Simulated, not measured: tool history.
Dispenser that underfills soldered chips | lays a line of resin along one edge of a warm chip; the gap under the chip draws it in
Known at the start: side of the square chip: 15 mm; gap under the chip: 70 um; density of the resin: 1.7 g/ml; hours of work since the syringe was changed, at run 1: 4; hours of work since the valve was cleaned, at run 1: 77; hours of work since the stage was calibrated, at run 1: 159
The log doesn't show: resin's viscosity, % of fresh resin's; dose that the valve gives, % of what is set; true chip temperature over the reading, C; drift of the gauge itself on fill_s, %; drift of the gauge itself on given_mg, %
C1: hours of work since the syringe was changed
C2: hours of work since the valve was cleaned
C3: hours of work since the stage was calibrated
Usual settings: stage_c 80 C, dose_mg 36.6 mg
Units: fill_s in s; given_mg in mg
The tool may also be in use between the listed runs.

run 1 day=0 | stage_c=80 dose_mg=36.6 | C1=4 C2=77 C3=159 | fill_s=119.2 given_mg=34.94
-- day=0.129 new syringe of resin
run 2 day=0.417 | stage_c=80 dose_mg=36.6 | C1=5 C2=85 C3=166 | fill_s=125.9 given_mg=34.65
-- day=0.483 new syringe of resin
-- day=0.871 new syringe of resin
-- day=0.946 dispensing valve cleaned and set on the balance
run 3 day=1.075 | stage_c=80 dose_mg=36.6 | C1=3 C2=2 C3=177 | fill_s=112.4 given_mg=36.44
-- day=1.267 new syringe of resin
run 4 day=1.412 | stage_c=80 dose_mg=36.6 | C1=3 C2=8 C3=183 | fill_s=111.8 given_mg=36.4
-- day=1.625 new syringe of resin
run 5 day=1.771 | stage_c=73 dose_mg=36.6 | C1=3 C2=14 C3=189 | fill_s=135.8 given_mg=35.84
-- day=1.971 new syringe of resin
run 6 day=2.092 | stage_c=80 dose_mg=35.6 | C1=2 C2=20 C3=195 | fill_s=107.1 given_mg=35.12
-- day=2.329 new syringe of resin
run 7 day=2.408 | stage_c=80 dose_mg=40.1 | C1=1 C2=25 C3=200 | fill_s=101.1 given_mg=39.52
-- day=2.683 new syringe of resin
run 8 day=2.683 | stage_c=80 dose_mg=40.1 | C1=0 C2=30 C3=205 | fill_s=93 given_mg=39.05
-- day=3.038 new syringe of resin
run 9 day=3.071 | stage_c=80 dose_mg=36.6 | C1=1 C2=37 C3=212 | fill_s=100.2 given_mg=35.61
-- day=3.4 new syringe of resin
run 10 day=3.467 | stage_c=80 dose_mg=36.6 | C1=1 C2=44 C3=218 | fill_s=100.9 given_mg=35.61
-- day=3.767 new syringe of resin
run 11 day=4.008 | stage_c=94 dose_mg=36.6 | C1=4 C2=53 C3=228 | fill_s=79.1 given_mg=35.44
-- day=4.138 new syringe of resin
run 12 day=4.404 | stage_c=80 dose_mg=43.3 | C1=5 C2=60 C3=235 | fill_s=120.9 given_mg=41.57
-- day=4.492 new syringe of resin
-- day=4.854 new syringe of resin
run 13 day=4.942 | stage_c=80 dose_mg=43.3 | C1=2 C2=70 C3=244 | fill_s=99.7 given_mg=41.09
-- day=5.208 new syringe of resin
run 14 day=5.3 | stage_c=80 dose_mg=43.3 | C1=2 C2=76 C3=251 | fill_s=101.6 given_mg=41.1
-- day=5.562 new syringe of resin
run 15 day=5.617 | stage_c=80 dose_mg=43.3 | C1=1 C2=81 C3=256 | fill_s=96.6 given_mg=40.87
-- day=5.912 new syringe of resin
run 16 day=5.988 | stage_c=80 dose_mg=43.3 | C1=1 C2=88 C3=262 | fill_s=100.3 given_mg=40.72
-- day=6.271 new syringe of resin
-- day=6.358 dispensing valve cleaned and set on the balance
run 17 day=6.608 | stage_c=69 dose_mg=35.4 | C1=5 C2=5 C3=273 | fill_s=181.7 given_mg=35.02
-- day=6.688 new syringe of resin
-- day=7.042 new syringe of resin
run 18 day=7.138 | stage_c=86 dose_mg=36.3 | C1=2 C2=14 C3=282 | fill_s=86.6 given_mg=35.95
-- day=7.388 new syringe of resin
run 19 day=7.392 | stage_c=86 dose_mg=36.3 | C1=0 C2=18 C3=286 | fill_s=79.7 given_mg=36.07
run 20 day=7.671 | stage_c=70 dose_mg=42.3 | C1=5 C2=23 C3=291 | fill_s=164.1 given_mg=41.79
-- day=7.767 new syringe of resin
run 21 day=8.025 | stage_c=85 dose_mg=46.4 | C1=5 C2=29 C3=297 | fill_s=97.6 given_mg=45.68
-- day=8.117 new syringe of resin
run 22 day=8.304 | stage_c=73 dose_mg=38.1 | C1=3 C2=34 C3=302 | fill_s=137.6 given_mg=37.21
-- day=8.479 new syringe of resin
-- day=8.829 new syringe of resin
run 23 day=8.829 | stage_c=73 dose_mg=38.1 | C1=0 C2=43 C3=311 | fill_s=115.7 given_mg=37.02
run 24 day=9.096 | stage_c=73 dose_mg=38.1 | C1=5 C2=48 C3=316 | fill_s=149.6 given_mg=36.95
-- day=9.183 new syringe of resin
run 25 day=9.367 | stage_c=73 dose_mg=38.1 | C1=3 C2=53 C3=321 | fill_s=138.6 given_mg=36.76
-- day=9.533 new syringe of resin
run 26 day=9.838 | stage_c=73 dose_mg=38.1 | C1=5 C2=61 C3=329 | fill_s=157.5 given_mg=36.56
-- day=9.9 new syringe of resin
-- day=10.283 new syringe of resin
run 27 day=10.442 | stage_c=73 dose_mg=38.1 | C1=3 C2=71 C3=339 | fill_s=133.8 given_mg=36.42
-- day=10.646 new syringe of resin
run 28 day=10.862 | stage_c=73 dose_mg=38.1 | C1=4 C2=79 C3=347 | fill_s=143.5 given_mg=36.41

Forecast each of these 4 alternatives for the next run:
-- day=10.996 new syringe of resin
run A day=11.142 | stage_c=74 dose_mg=35.4 | C1=3 C2=83 C3=352 | fill_s=? given_mg=?
-- day=10.996 new syringe of resin
run B day=11.142 | stage_c=82 dose_mg=35.1 | C1=3 C2=83 C3=352 | fill_s=? given_mg=?
-- day=10.996 new syringe of resin
run C day=11.142 | stage_c=91 dose_mg=36.6 | C1=3 C2=83 C3=352 | fill_s=? given_mg=?
-- day=10.996 new syringe of resin
run D day=11.142 | stage_c=83 dose_mg=34.9 | C1=3 C2=83 C3=352 | fill_s=? given_mg=?

run=A fill_s=131.9 given_mg=33.4
run=B fill_s=105.2 given_mg=32.99
run=C fill_s=79.7 given_mg=34.59
run=D fill_s=100.7 given_mg=33.12
Without the tool's hidden state the same runs would have given:
run=A fill_s=116.8 given_mg=35.33
run=B fill_s=93 given_mg=34.9
run=C fill_s=70.4 given_mg=36.59
run=D fill_s=88.9 given_mg=35.03
